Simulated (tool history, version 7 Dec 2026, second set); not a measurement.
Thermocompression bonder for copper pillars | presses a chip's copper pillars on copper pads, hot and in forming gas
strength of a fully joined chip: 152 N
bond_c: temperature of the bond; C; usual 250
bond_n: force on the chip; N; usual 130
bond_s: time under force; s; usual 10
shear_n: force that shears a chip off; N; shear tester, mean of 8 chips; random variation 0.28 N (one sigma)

run	day	bond_c	bond_n	bond_s	shear_n
1	0	250	130	10	94
# day 2.017: heater calibrated with a thermocouple chip
2	2.017	276	130	10	108.1
# day 5.192: forming gas filter changed
3	5.333	276	130	10	111.7
4	8.017	276	130	10	111.9
5	11.417	250	130	13	99
6	13.046	250	130	13	98.6
7	16.542	250	84	10	70.6
8	18.812	250	130	10	90.8
9	22.221	250	130	10	90.6
10	24.838	250	130	10	90.8
11	27.533	250	130	10	90.4
12	29.496	274	149	26	132
# day 30.021: forming gas filter changed
13	33.133	274	149	26	138.3
14	35.188	243	144	10	93.9

Run 15 comes next. What will it give?
15	38.621	233	119	13	?

{"run 15": {"shear_n": 82.9}}
Without the tool's hidden state the same run would have given shear_n 77.9 N.
